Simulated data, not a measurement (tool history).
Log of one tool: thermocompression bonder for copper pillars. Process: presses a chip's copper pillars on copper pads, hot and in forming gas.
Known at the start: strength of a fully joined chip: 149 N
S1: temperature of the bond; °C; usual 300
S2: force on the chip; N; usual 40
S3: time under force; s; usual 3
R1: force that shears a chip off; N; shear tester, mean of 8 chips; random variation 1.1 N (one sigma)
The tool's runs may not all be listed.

{"run": 1, "hour": 0.0, "S1": 300, "S2": 40, "S3": 3, "R1": 85}
{"run": 2, "hour": 4.9, "S1": 300, "S2": 40, "S3": 3, "R1": 86.4}
{"run": 3, "hour": 10.2, "S1": 300, "S2": 40, "S3": 3, "R1": 87.4}
{"run": 4, "hour": 18.9, "S1": 300, "S2": 40, "S3": 3, "R1": 85.7}
{"run": 5, "hour": 28.9, "S1": 300, "S2": 40, "S3": 3, "R1": 86.6}
{"run": 6, "hour": 38.0, "S1": 300, "S2": 40, "S3": 2, "R1": 75.8}
{"run": 7, "hour": 43.5, "S1": 300, "S2": 40, "S3": 2, "R1": 75.7}
{"run": 8, "hour": 51.4, "S1": 300, "S2": 40, "S3": 2, "R1": 72.2}
{"run": 9, "hour": 60.9, "S1": 300, "S2": 40, "S3": 2, "R1": 70.5}
{"run": 10, "hour": 66.9, "S1": 317, "S2": 40, "S3": 3, "R1": 97.5}
{"run": 11, "hour": 74.4, "S1": 317, "S2": 40, "S3": 3, "R1": 109}
{"run": 12, "hour": 80.1, "S1": 305, "S2": 56, "S3": 6, "R1": 130.4}

Taken out of this log: 2 entries between the listed runs. Where each belongs, and how the hidden state differs across it:
Between runs 7 and 8: heater calibrated with a thermocouple chip (hour 46.3)
  true temperature of the bond over the reading, C: -8.1 -> -12.6; oxide that the forming gas leaves, % of the face: 2.36 -> 2.44
  measured less the result without the state, R1: -9.5 -> -13.8 N
Between runs 10 and 11: heater calibrated with a thermocouple chip, once more (hour 74.4)
  true temperature of the bond over the reading, C: -12.7 -> 0; oxide that the forming gas leaves, % of the face: 2.65 -> 2.72
  measured less the result without the state, R1: -13.8 -> -3 N
